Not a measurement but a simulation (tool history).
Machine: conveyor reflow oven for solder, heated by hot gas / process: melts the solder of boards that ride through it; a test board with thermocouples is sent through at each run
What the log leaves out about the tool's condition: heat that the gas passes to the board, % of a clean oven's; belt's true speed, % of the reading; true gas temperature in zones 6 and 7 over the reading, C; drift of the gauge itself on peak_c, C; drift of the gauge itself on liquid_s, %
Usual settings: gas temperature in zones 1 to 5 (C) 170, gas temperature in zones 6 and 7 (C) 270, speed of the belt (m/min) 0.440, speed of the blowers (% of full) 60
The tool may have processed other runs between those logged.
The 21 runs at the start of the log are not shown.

run	hour	gas temperature in zones 1 to 5 (C)	gas temperature in zones 6 and 7 (C)	speed of the belt (m/min)	speed of the blowers (% of full)	hours of work since the flux was cleaned out	hours of work since the belt drive was overhauled	hours of work since the thermocouples were changed	highest temperature of the board (C)	time above the solder's melting point (s)
22	946.4	179	279	0.464	56	317	580	687	255.1	61.0
23	1011.2	175	284	0.421	56	357	620	726	261.7	70.8
# hour 1038.7: flux residue cleaned out of gas plates and filters
24	1060.2	165	284	0.421	56	13	647	754	262.0	68.3
25	1093.8	165	259	0.491	56	34	668	774	235.8	33.4
26	1144.8	176	280	0.408	78	65	699	806	265.5	77.6
27	1191.4	176	282	0.407	78	94	728	834	268.3	79.0
28	1230.2	176	258	0.395	70	118	752	858	247.3	66.1
29	1273.6	170	270	0.440	66	145	778	885	252.3	59.3
30	1337.8	166	273	0.440	66	184	818	925	253.7	58.7
31	1370.8	157	280	0.440	77	205	838	945	259.8	61.0
32	1432.9	157	280	0.440	58	243	876	983	254.8	57.5

Branching from run 32: 3 alternative next runs. What would each branch give?
A	1484.6	157	280	0.414	58	275	908	1015	?	?
B	1484.6	174	280	0.440	56	275	908	1015	?	?
C	1484.6	169	270	0.490	57	275	908	1015	?	?

run	highest temperature of the board (C)	time above the solder's melting point (s)
A	258.0	63.6
B	258.2	65.8
C	243.6	43.8
Without the tool's unlogged condition, the same runs would have read:
run	highest temperature of the board (C)	time above the solder's melting point (s)
A	256.1	61.1
B	256.3	63.4
C	241.9	41.7
